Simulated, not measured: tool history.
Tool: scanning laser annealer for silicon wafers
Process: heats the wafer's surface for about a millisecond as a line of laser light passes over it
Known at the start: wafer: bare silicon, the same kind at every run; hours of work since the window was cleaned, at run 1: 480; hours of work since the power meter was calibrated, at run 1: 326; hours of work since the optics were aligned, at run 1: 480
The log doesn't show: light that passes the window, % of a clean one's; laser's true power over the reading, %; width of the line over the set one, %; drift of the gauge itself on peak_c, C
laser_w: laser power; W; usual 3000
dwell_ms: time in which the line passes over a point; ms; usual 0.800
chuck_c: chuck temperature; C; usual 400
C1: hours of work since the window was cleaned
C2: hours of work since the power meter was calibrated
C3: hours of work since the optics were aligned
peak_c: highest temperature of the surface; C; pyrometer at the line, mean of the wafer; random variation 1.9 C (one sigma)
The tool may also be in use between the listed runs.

{"run": 1, "hour": 0.0, "laser_w": 3000, "dwell_ms": 0.8, "chuck_c": 400, "C1": 480, "C2": 326, "C3": 480, "peak_c": 1074}
{"run": 2, "hour": 28.3, "laser_w": 3000, "dwell_ms": 0.8, "chuck_c": 400, "C1": 492, "C2": 337, "C3": 492, "peak_c": 1071}
{"run": 3, "hour": 47.0, "laser_w": 3000, "dwell_ms": 0.8, "chuck_c": 400, "C1": 500, "C2": 345, "C3": 500, "peak_c": 1070}
{"run": 4, "hour": 61.3, "laser_w": 3000, "dwell_ms": 0.8, "chuck_c": 400, "C1": 506, "C2": 351, "C3": 506, "peak_c": 1070}
{"run": 5, "hour": 88.2, "laser_w": 3000, "dwell_ms": 0.8, "chuck_c": 400, "C1": 517, "C2": 362, "C3": 517, "peak_c": 1070}
{"run": 6, "hour": 120.6, "laser_w": 3000, "dwell_ms": 0.8, "chuck_c": 400, "C1": 530, "C2": 375, "C3": 530, "peak_c": 1069}
{"run": 7, "hour": 148.5, "laser_w": 3000, "dwell_ms": 0.8, "chuck_c": 400, "C1": 542, "C2": 387, "C3": 542, "peak_c": 1066}
{"run": 8, "hour": 178.6, "laser_w": 3000, "dwell_ms": 0.8, "chuck_c": 400, "C1": 554, "C2": 399, "C3": 554, "peak_c": 1067}
{"run": 9, "hour": 193.4, "laser_w": 3000, "dwell_ms": 0.8, "chuck_c": 400, "C1": 560, "C2": 405, "C3": 560, "peak_c": 1067}
{"run": 10, "hour": 222.6, "laser_w": 3000, "dwell_ms": 0.8, "chuck_c": 400, "C1": 572, "C2": 418, "C3": 572, "peak_c": 1067}
{"run": 11, "hour": 256.2, "laser_w": 3000, "dwell_ms": 0.8, "chuck_c": 400, "C1": 586, "C2": 431, "C3": 586, "peak_c": 1067}
{"run": 12, "hour": 273.1, "laser_w": 3000, "dwell_ms": 0.8, "chuck_c": 400, "C1": 593, "C2": 438, "C3": 593, "peak_c": 1067}
{"run": 13, "hour": 292.7, "laser_w": 3000, "dwell_ms": 0.933, "chuck_c": 400, "C1": 601, "C2": 447, "C3": 601, "peak_c": 1125}
{"run": 14, "hour": 309.8, "laser_w": 3000, "dwell_ms": 0.933, "chuck_c": 400, "C1": 608, "C2": 454, "C3": 608, "peak_c": 1125}
{"run": 15, "hour": 325.3, "laser_w": 3000, "dwell_ms": 0.933, "chuck_c": 400, "C1": 615, "C2": 460, "C3": 615, "peak_c": 1124}
{"run": 16, "hour": 357.8, "laser_w": 3000, "dwell_ms": 0.8, "chuck_c": 400, "C1": 628, "C2": 473, "C3": 628, "peak_c": 1063}
{"run": 17, "hour": 382.0, "laser_w": 3000, "dwell_ms": 0.8, "chuck_c": 370, "C1": 638, "C2": 483, "C3": 638, "peak_c": 1031}
{"run": 18, "hour": 408.8, "laser_w": 3000, "dwell_ms": 0.8, "chuck_c": 370, "C1": 649, "C2": 495, "C3": 649, "peak_c": 1030}
{"run": 19, "hour": 440.1, "laser_w": 3000, "dwell_ms": 0.8, "chuck_c": 370, "C1": 662, "C2": 507, "C3": 662, "peak_c": 1031}
{"run": 20, "hour": 459.4, "laser_w": 3000, "dwell_ms": 0.672, "chuck_c": 370, "C1": 670, "C2": 515, "C3": 670, "peak_c": 966}
{"run": 21, "hour": 487.7, "laser_w": 3000, "dwell_ms": 0.8, "chuck_c": 427, "C1": 682, "C2": 527, "C3": 682, "peak_c": 1086}
{"run": 22, "hour": 518.6, "laser_w": 3000, "dwell_ms": 0.8, "chuck_c": 427, "C1": 695, "C2": 540, "C3": 695, "peak_c": 1085}
{"run": 23, "hour": 535.5, "laser_w": 3000, "dwell_ms": 0.8, "chuck_c": 427, "C1": 702, "C2": 547, "C3": 702, "peak_c": 1085}
{"run": 24, "hour": 554.5, "laser_w": 2785, "dwell_ms": 0.803, "chuck_c": 434, "C1": 710, "C2": 555, "C3": 710, "peak_c": 1037}
{"run": 25, "hour": 575.9, "laser_w": 2785, "dwell_ms": 0.869, "chuck_c": 367, "C1": 718, "C2": 564, "C3": 718, "peak_c": 997}
{"run": 26, "hour": 592.0, "laser_w": 3171, "dwell_ms": 0.787, "chuck_c": 428, "C1": 725, "C2": 570, "C3": 725, "peak_c": 1126}
{"hour": 608.1, "done": "optics aligned, line set to its width"}
{"run": 27, "hour": 615.6, "laser_w": 3171, "dwell_ms": 0.787, "chuck_c": 428, "C1": 733, "C2": 578, "C3": 3, "peak_c": 1141}
{"run": 28, "hour": 644.2, "laser_w": 3171, "dwell_ms": 0.787, "chuck_c": 428, "C1": 745, "C2": 590, "C3": 15, "peak_c": 1145}
{"run": 29, "hour": 674.9, "laser_w": 3000, "dwell_ms": 0.845, "chuck_c": 405, "C1": 757, "C2": 602, "C3": 28, "peak_c": 1098}
{"run": 30, "hour": 694.6, "laser_w": 2608, "dwell_ms": 0.792, "chuck_c": 400, "C1": 765, "C2": 611, "C3": 36, "peak_c": 964}
{"run": 31, "hour": 715.1, "laser_w": 2608, "dwell_ms": 0.792, "chuck_c": 400, "C1": 774, "C2": 619, "C3": 44, "peak_c": 960}
{"run": 32, "hour": 733.8, "laser_w": 3256, "dwell_ms": 0.8, "chuck_c": 396, "C1": 782, "C2": 627, "C3": 52, "peak_c": 1140}
{"run": 33, "hour": 750.8, "laser_w": 3169, "dwell_ms": 0.8, "chuck_c": 438, "C1": 789, "C2": 634, "C3": 59, "peak_c": 1153}
{"run": 34, "hour": 771.4, "laser_w": 2611, "dwell_ms": 0.718, "chuck_c": 431, "C1": 797, "C2": 642, "C3": 67, "peak_c": 961}
{"hour": 781.6, "done": "window over the wafer cleaned"}
{"run": 35, "hour": 799.0, "laser_w": 3290, "dwell_ms": 0.879, "chuck_c": 428, "C1": 7, "C2": 653, "C3": 78, "peak_c": 1257}
{"run": 36, "hour": 824.1, "laser_w": 3290, "dwell_ms": 0.879, "chuck_c": 428, "C1": 18, "C2": 663, "C3": 88, "peak_c": 1253}
{"run": 37, "hour": 853.3, "laser_w": 2802, "dwell_ms": 0.879, "chuck_c": 422, "C1": 30, "C2": 675, "C3": 101, "peak_c": 1095}
{"run": 38, "hour": 871.1, "laser_w": 3184, "dwell_ms": 0.809, "chuck_c": 418, "C1": 37, "C2": 683, "C3": 108, "peak_c": 1172}
{"run": 39, "hour": 893.5, "laser_w": 3184, "dwell_ms": 0.809, "chuck_c": 418, "C1": 46, "C2": 692, "C3": 117, "peak_c": 1170}
{"run": 40, "hour": 922.5, "laser_w": 3178, "dwell_ms": 0.8, "chuck_c": 403, "C1": 58, "C2": 704, "C3": 129, "peak_c": 1148}
{"run": 41, "hour": 944.3, "laser_w": 2588, "dwell_ms": 0.88, "chuck_c": 384, "C1": 67, "C2": 713, "C3": 138, "peak_c": 995}

Some steps in peak_c between neighbouring runs. How much of each would the tool show without its hidden state too (settings, what came in, random variation), and how much is left for the hidden state, with any gauge scatter that isn't in both results?
Run 26 -> 27: optics aligned, line set to its width. peak_c +15 C: hidden state +18, all else -3.
Run 31 -> 32: laser_w 2608 -> 3256, dwell_ms 0.792 -> 0.800, chuck_c 400 -> 396. peak_c +180 C: hidden state -9, all else +189.
Run 33 -> 34: laser_w 3169 -> 2611, dwell_ms 0.800 -> 0.718, chuck_c 438 -> 431. peak_c -192 C: hidden state +10, all else -202.
Run 34 -> 35: laser_w 2611 -> 3290, dwell_ms 0.718 -> 0.879, chuck_c 431 -> 428, window over the wafer cleaned. peak_c +296 C: hidden state +18, all else +278.
